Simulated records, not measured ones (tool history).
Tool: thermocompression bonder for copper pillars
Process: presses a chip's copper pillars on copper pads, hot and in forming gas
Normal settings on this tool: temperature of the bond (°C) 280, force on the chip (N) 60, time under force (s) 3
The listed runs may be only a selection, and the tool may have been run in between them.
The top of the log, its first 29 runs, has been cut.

| run | day | temperature of the bond (°C) | force on the chip (N) | time under force (s) | hours of work since the heater was calibrated | hours of work since the force cell was calibrated | hours of work since the gas filter was changed | force that shears a chip off (N) |
|---|---|---|---|---|---|---|---|---|
|  | 68.488 | heater calibrated with a thermocouple chip |
| 30 | 69.204 | 260 | 77 | 5 | 8 | 90 | 134 | 62.6 |
| 31 | 70.771 | 274 | 43 | 5 | 27 | 108 | 153 | 44.9 |
| 32 | 73.167 | 298 | 72 | 2 | 55 | 136 | 180 | 73.2 |
| 33 | 76.650 | 298 | 72 | 2 | 95 | 177 | 221 | 72.3 |
| 34 | 79.704 | 253 | 51 | 5 | 131 | 212 | 257 | 35.3 |
| 35 | 83.008 | 253 | 51 | 5 | 169 | 251 | 295 | 35.3 |
|  | 84.929 | forming gas filter changed |
| 36 | 86.321 | 253 | 51 | 5 | 208 | 289 | 16 | 38.0 |
| 37 | 88.112 | 253 | 51 | 5 | 228 | 310 | 37 | 38.1 |
| 38 | 91.346 | 255 | 75 | 5 | 266 | 348 | 75 | 57.8 |
| 39 | 94.258 | 255 | 75 | 5 | 300 | 382 | 109 | 57.0 |

Here are 4 independent what-if runs from the current tool condition. What would each one return?
| A | 95.725 | 272 | 60 | 3 | 317 | 399 | 126 | ? |
| B | 95.725 | 280 | 55 | 3 | 317 | 399 | 126 | ? |
| C | 95.725 | 255 | 52 | 2 | 317 | 399 | 126 | ? |
| D | 95.725 | 260 | 75 | 2 | 317 | 399 | 126 | ? |

| run | force that shears a chip off (N) |
|---|---|
| A | 51.0 |
| B | 53.5 |
| C | 26.2 |
| D | 43.1 |
Had the tool no hidden state, the same runs would have come out as:
| run | force that shears a chip off (N) |
|---|---|
| A | 52.4 |
| B | 55.1 |
| C | 26.9 |
| D | 44.3 |
